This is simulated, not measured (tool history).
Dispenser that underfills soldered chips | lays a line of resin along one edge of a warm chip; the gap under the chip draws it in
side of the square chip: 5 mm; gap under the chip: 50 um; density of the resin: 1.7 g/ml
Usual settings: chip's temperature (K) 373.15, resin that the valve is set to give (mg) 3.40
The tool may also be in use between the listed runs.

run   hour  chip's temperature (K)  resin that the valve is set to give (mg)  time until the resin shows at the far edge (s)  resin that the valve gave (mg)
  1    0.0                  373.15                                      3.40                                            62.4                           3.233
       3.7  -- dispensing valve cleaned and set on the balance
       8.2  -- new syringe of resin
  2   11.7                  371.15                                      3.40                                            50.2                           3.385
  3   20.0                  377.15                                      3.40                                            61.8                           3.371
      24.6  -- new syringe of resin
  4   26.8                  377.15                                      3.40                                            38.5                           3.341
  5   35.5                  377.15                                      3.40                                            57.9                           3.334
      40.8  -- new syringe of resin
  6   47.3                  377.15                                      3.40                                            49.8                           3.323
      57.0  -- new syringe of resin
  7   60.3                  377.15                                      3.40                                            40.7                           3.298
      63.0  -- stage's temperature calibrated
  8   68.4                  377.15                                      3.40                                            58.9                           3.294
      74.3  -- new syringe of resin
  9   74.7                  373.15                                      4.06                                            42.7                           3.901
 10   86.5                  373.15                                      4.06                                            75.5                           3.884
      90.4  -- new syringe of resin
 11   98.4                  373.15                                      4.06                                            58.6                           3.863
     105.0  -- dispensing valve cleaned and set on the balance
     108.0  -- new syringe of resin
 12  109.1                  373.15                                      4.06                                            42.8                           4.070
 13  118.8                  373.15                                      3.40                                            68.0                           3.402
     124.6  -- new syringe of resin
 14  125.2                  366.15                                      4.09                                            52.7                           4.057
 15  132.2                  385.15                                      3.69                                            40.2                           3.652
 16  138.1                  362.15                                      3.81                                           113.6                           3.746
     140.6  -- new syringe of resin
 17  145.3                  367.15                                      3.27                                            64.1                           3.220
     156.7  -- new syringe of resin
 18  156.7                  376.15                                      3.03                                            38.0                           2.977
 19  165.0                  361.15                                      3.27                                            92.3                           3.171
     173.3  -- new syringe of resin
 20  175.4                  373.15                                      3.79                                            45.6                           3.655
 21  185.4                  373.15                                      3.79                                            73.7                           3.638
     189.8  -- new syringe of resin
 22  194.3                  378.15                                      3.59                                            43.4                           3.430
     205.0  -- dispensing valve cleaned and set on the balance
     206.8  -- new syringe of resin
 23  207.2                  373.15                                      3.21                                            41.0                           3.224
 24  217.6                  361.15                                      3.94                                           101.3                           3.916
     223.8  -- new syringe of resin
 25  223.9                  376.15                                      4.03                                            37.1                           3.990
 26  229.1                  376.15                                      4.03                                            47.6                           3.991

Measured less the same run without the tool's hidden state. The same run-to-run variation is in both; the gauge's scatter may not be:
The hidden state here: resin's viscosity, % of fresh resin's; dose that the valve gives, % of what is set; true chip temperature over the reading, C; drift of the gauge itself on fill_s, %; drift of the gauge itself on given_mg, %.
run  time until the resin shows at the far edge (s)  resin that the valve gave (mg)
  1                                           +21.4                          -0.166
  2                                            +6.2                          -0.017
  3                                           +25.2                          -0.032
  4                                            +2.6                          -0.044
  5                                           +22.2                          -0.060
  6                                           +12.8                          -0.082
  7                                            +4.9                          -0.105
  8                                           +22.7                          -0.117
  9                                            +1.5                          -0.152
 10                                           +33.8                          -0.178
 11                                           +18.3                          -0.204
 12                                            +2.1                          +0.007
 13                                           +27.2                          -0.013
 14                                            +0.9                          -0.030
 15                                           +12.0                          -0.041
 16                                           +53.0                          -0.055
 17                                           +12.7                          -0.059
 18                                            +0.2                          -0.072
 19                                           +30.3                          -0.093
 20                                            +4.9                          -0.130
 21                                           +32.8                          -0.150
 22                                            +7.9                          -0.159
 23                                            -0.2                          +0.003
 24                                           +39.4                          -0.020
 25                                            -0.2                          -0.034
 26                                           +10.3                          -0.044

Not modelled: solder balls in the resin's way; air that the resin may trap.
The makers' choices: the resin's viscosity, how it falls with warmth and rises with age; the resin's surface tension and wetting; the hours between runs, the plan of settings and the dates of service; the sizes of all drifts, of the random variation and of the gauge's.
